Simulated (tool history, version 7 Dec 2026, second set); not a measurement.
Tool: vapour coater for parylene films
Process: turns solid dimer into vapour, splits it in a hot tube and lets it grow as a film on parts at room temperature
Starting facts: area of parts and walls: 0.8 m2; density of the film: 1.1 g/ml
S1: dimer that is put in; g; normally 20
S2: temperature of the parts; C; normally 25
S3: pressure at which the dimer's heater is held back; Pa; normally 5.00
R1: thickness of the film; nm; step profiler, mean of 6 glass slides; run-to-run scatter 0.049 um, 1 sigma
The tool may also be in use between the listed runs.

{"run": 1, "day": 0.0, "S1": 20, "S2": 25, "S3": 5.0, "R1": 11140}
{"run": 2, "day": 1.008, "S1": 20, "S2": 25, "S3": 4.06, "R1": 11520}
{"run": 3, "day": 1.488, "S1": 20, "S2": 27, "S3": 5.0, "R1": 10350}
{"run": 4, "day": 2.0, "S1": 20, "S2": 27, "S3": 5.0, "R1": 10370}
{"run": 5, "day": 3.104, "S1": 20, "S2": 25, "S3": 5.0, "R1": 11200}
{"run": 6, "day": 4.042, "S1": 20, "S2": 25, "S3": 5.0, "R1": 11250}
{"run": 7, "day": 5.117, "S1": 20, "S2": 25, "S3": 5.0, "R1": 11240}
{"run": 8, "day": 6.075, "S1": 20, "S2": 25, "S3": 5.0, "R1": 11270}
{"run": 9, "day": 6.638, "S1": 20, "S2": 25, "S3": 4.02, "R1": 11720}
{"run": 10, "day": 7.204, "S1": 20, "S2": 25, "S3": 4.02, "R1": 11730}
{"run": 11, "day": 7.679, "S1": 20, "S2": 25, "S3": 4.02, "R1": 11760}
{"run": 12, "day": 8.138, "S1": 20, "S2": 25, "S3": 4.02, "R1": 11830}
{"run": 13, "day": 9.1, "S1": 20, "S2": 25, "S3": 5.0, "R1": 11450}
{"day": 10.004, "done": "gauge calibrated"}
{"run": 14, "day": 10.033, "S1": 20, "S2": 25, "S3": 5.0, "R1": 11140}
{"run": 15, "day": 10.608, "S1": 20, "S2": 25, "S3": 10.62, "R1": 9670}
{"run": 16, "day": 11.508, "S1": 20, "S2": 25, "S3": 10.62, "R1": 9710}
{"run": 17, "day": 12.033, "S1": 20, "S2": 25, "S3": 10.62, "R1": 9780}
{"run": 18, "day": 13.083, "S1": 10, "S2": 25, "S3": 10.62, "R1": 4910}
{"run": 19, "day": 13.55, "S1": 10, "S2": 25, "S3": 10.62, "R1": 4880}
{"run": 20, "day": 14.096, "S1": 10, "S2": 25, "S3": 10.62, "R1": 4910}
{"run": 21, "day": 14.704, "S1": 20, "S2": 25, "S3": 5.0, "R1": 11330}
{"run": 22, "day": 15.608, "S1": 20, "S2": 25, "S3": 5.0, "R1": 11260}
{"run": 23, "day": 16.325, "S1": 20, "S2": 31, "S3": 5.0, "R1": 8840}
{"run": 24, "day": 17.158, "S1": 20, "S2": 31, "S3": 5.0, "R1": 8880}
{"run": 25, "day": 18.079, "S1": 20, "S2": 30, "S3": 5.0, "R1": 9260}
{"run": 26, "day": 18.729, "S1": 20, "S2": 30, "S3": 5.0, "R1": 9320}
{"run": 27, "day": 19.225, "S1": 20, "S2": 30, "S3": 5.0, "R1": 9360}
{"run": 28, "day": 20.075, "S1": 20, "S2": 35, "S3": 5.0, "R1": 7610}
{"run": 29, "day": 20.725, "S1": 20, "S2": 35, "S3": 5.0, "R1": 7700}
{"run": 30, "day": 21.475, "S1": 35, "S2": 31, "S3": 3.26, "R1": 17160}
{"run": 31, "day": 22.217, "S1": 35, "S2": 31, "S3": 3.26, "R1": 17130}
{"day": 22.312, "done": "gauge calibrated"}
{"run": 32, "day": 23.212, "S1": 35, "S2": 31, "S3": 3.26, "R1": 16720}
{"run": 33, "day": 24.088, "S1": 9, "S2": 23, "S3": 3.26, "R1": 5910}
{"run": 34, "day": 24.779, "S1": 13, "S2": 25, "S3": 3.87, "R1": 7610}
{"run": 35, "day": 25.229, "S1": 33, "S2": 25, "S3": 10.87, "R1": 16150}
{"run": 36, "day": 26.042, "S1": 31, "S2": 20, "S3": 11.9, "R1": 18080}
{"run": 37, "day": 26.533, "S1": 31, "S2": 20, "S3": 11.9, "R1": 18150}
{"run": 38, "day": 27.433, "S1": 31, "S2": 20, "S3": 2.64, "R1": 23920}
{"run": 39, "day": 27.95, "S1": 20, "S2": 29, "S3": 5.0, "R1": 9510}
{"run": 40, "day": 28.962, "S1": 27, "S2": 27, "S3": 3.09, "R1": 15310}
{"run": 41, "day": 29.783, "S1": 13, "S2": 35, "S3": 2.52, "R1": 5590}
{"run": 42, "day": 30.388, "S1": 13, "S2": 25, "S3": 2.52, "R1": 8390}
{"run": 43, "day": 31.3, "S1": 13, "S2": 25, "S3": 2.52, "R1": 8420}
{"run": 44, "day": 31.888, "S1": 13, "S2": 25, "S3": 2.52, "R1": 8450}
{"run": 45, "day": 32.596, "S1": 12, "S2": 25, "S3": 5.0, "R1": 6820}
{"run": 46, "day": 33.462, "S1": 12, "S2": 25, "S3": 5.0, "R1": 6880}

Some steps in R1 between neighbouring runs. How much of each would the tool show without its hidden state too (settings, what came in, random variation), and how much is left for the hidden state, with any gauge scatter that isn't in both results?
Unlogged tool condition in this case: vapour lost through the trap's worn valve, %; true temperature of the parts over the reading, C; drift of the gauge itself on film_um, %.
Run 13 -> 14: gauge calibrated. R1 -310 nm: hidden state -250, all else -60.
Run 29 -> 30: S1 20 -> 35, S2 35 -> 31, S3 5.00 -> 3.26. R1 +9460 nm: hidden state +260, all else +9200.
Run 31 -> 32: gauge calibrated. R1 -410 nm: hidden state -470, all else +60.
Run 32 -> 33: S1 35 -> 9, S2 31 -> 23. R1 -10810 nm: hidden state +10, all else -10820.
Run 38 -> 39: S1 31 -> 20, S2 20 -> 29, S3 2.64 -> 5.00. R1 -14410 nm: hidden state -130, all else -14280.
Run 40 -> 41: S1 27 -> 13, S2 27 -> 35, S3 3.09 -> 2.52. R1 -9720 nm: hidden state -120, all else -9600.
